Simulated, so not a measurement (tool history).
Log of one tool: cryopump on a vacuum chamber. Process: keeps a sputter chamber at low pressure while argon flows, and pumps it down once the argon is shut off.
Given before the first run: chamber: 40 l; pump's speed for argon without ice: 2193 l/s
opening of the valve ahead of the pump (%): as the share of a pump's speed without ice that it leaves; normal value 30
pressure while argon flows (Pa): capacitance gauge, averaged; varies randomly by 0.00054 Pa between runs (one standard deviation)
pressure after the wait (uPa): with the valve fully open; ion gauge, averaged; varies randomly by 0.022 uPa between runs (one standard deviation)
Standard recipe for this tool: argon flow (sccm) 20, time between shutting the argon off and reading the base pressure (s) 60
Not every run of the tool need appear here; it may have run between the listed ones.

run,hour,argon flow (sccm),time between shutting the argon off and reading the base pressure (s),opening of the valve ahead of the pump (%),pressure while argon flows (Pa),pressure after the wait (uPa)
1,0,20,60,30,0.0519,1.22
2,19.5,20,60,30,0.0516,1.21
3,37.5,20,60,60,0.0262,1.32
4,55.8,17,60,30,0.0439,1.25
5,69.4,17,60,30,0.0441,1.3
6,81.3,20,60,30,0.0532,1.34
7,92.7,20,60,30,0.052,1.29
8,109.7,20,60,30,0.0522,1.32
9,123.1,20,60,30,0.0517,1.31
10,138.6,20,60,25,0.0625,1.29
11,153.1,20,60,25,0.0631,1.3
12,171.3,20,36,25,0.0618,1.72
13,185.8,20,36,25,0.0635,1.72
14,198.8,20,36,25,0.0632,1.7
15,214.2,10,36,25,0.0314,1.68
16,232.9,10,36,25,0.0316,1.69
17,252.4,10,36,25,0.032,1.73
18,271,24,29,28,0.0669,2.02
19,280.8,24,29,28,0.0671,1.91
20,299.9,24,29,28,0.0678,1.97
21,318.5,24,29,28,0.0682,1.95
22,331.3,16,264,56,0.0231,1.07
23,346.9,16,264,56,0.0231,1.03
24,358,16,264,56,0.0237,1.02
25,378.7,16,264,56,0.0237,1.09
26,395.4,20,60,24,0.0663,1.49
27,404,33,172,30,0.0878,1.21
28,412.9,10,90,30,0.0269,1.33
29,432.1,9,60,30,0.024,1.53
30,448.5,15,23,30,0.0409,2.39
31,460,20,54,20,0.0787,1.56
32,477.5,10,22,22,0.0365,2.48
33,489,10,22,22,0.0369,2.44

Alternative continuations, all from the tool just after run 33; predict every row:
A,505.5,28,241,23,?,?
B,505.5,10,64,41,?,?
C,505.5,20,141,30,?,?
D,505.5,10,22,44,?,?

run,pressure while argon flows (Pa),pressure after the wait (uPa)
A,0.0979,1.1
B,0.0202,1.53
C,0.0542,1.21
D,0.0193,2.52
Without the tool's unlogged condition, the same runs would have read:
run,pressure while argon flows (Pa),pressure after the wait (uPa)
A,0.0941,0.21
B,0.0188,0.65
C,0.0515,0.34
D,0.0179,1.6
